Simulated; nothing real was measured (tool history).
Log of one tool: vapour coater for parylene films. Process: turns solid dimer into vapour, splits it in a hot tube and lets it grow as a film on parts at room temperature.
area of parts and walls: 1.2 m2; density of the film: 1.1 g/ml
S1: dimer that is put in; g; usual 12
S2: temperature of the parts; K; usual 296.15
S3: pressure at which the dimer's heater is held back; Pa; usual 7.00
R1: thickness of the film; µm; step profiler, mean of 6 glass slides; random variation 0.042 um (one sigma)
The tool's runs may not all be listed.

run,hour,S1,S2,S3,R1
1,0.0,12,296.15,7.00,4.52
2,25.4,12,296.15,7.00,4.46
3,53.3,12,296.15,7.00,4.42
4,83.4,12,296.15,7.00,4.40
5,99.1,5,296.15,7.00,1.89
6,120.9,5,296.15,10.02,1.82
7,147.8,12,296.15,6.59,4.42
8,165.1,12,296.15,6.59,4.43
9,188.2,12,296.15,6.59,4.40
10,213.9,12,289.15,7.00,5.99
11,244.4,12,296.15,7.00,4.38
12,267.0,12,290.15,7.00,5.79
13,293.7,12,290.15,7.00,5.71
14,316.4,22,296.15,7.00,7.83
15,331.4,6,295.15,4.39,2.39
16,361.7,9,297.15,2.24,3.28
17,389.1,11,297.15,2.44,4.03
18,409.0,11,297.15,2.44,3.95
19,439.9,11,297.15,2.44,3.98
20,463.2,17,295.15,7.00,6.26
21,482.8,17,295.15,7.00,6.20
# hour 510.2: trap's valve overhauled
22,511.8,15,298.15,5.81,5.66
# hour 526.3: table's thermometer calibrated
23,535.3,14,307.15,7.00,3.26
24,566.7,6,307.15,7.00,1.38
25,585.2,6,307.15,7.00,1.38
26,602.4,5,307.15,7.00,1.17
27,626.5,7,299.15,3.56,2.42
28,642.6,6,296.15,7.00,2.27

Forecast each of these 4 alternatives for the next run:
A,661.7,9,296.15,7.00,?
B,661.7,6,295.15,2.48,?
C,661.7,12,290.15,4.75,?
D,661.7,13,307.15,6.30,?

run,R1
A,3.44
B,2.54
C,6.11
D,3.01
Without the tool's hidden state the same runs would have given:
run,R1
A,3.51
B,2.59
C,6.25
D,3.07

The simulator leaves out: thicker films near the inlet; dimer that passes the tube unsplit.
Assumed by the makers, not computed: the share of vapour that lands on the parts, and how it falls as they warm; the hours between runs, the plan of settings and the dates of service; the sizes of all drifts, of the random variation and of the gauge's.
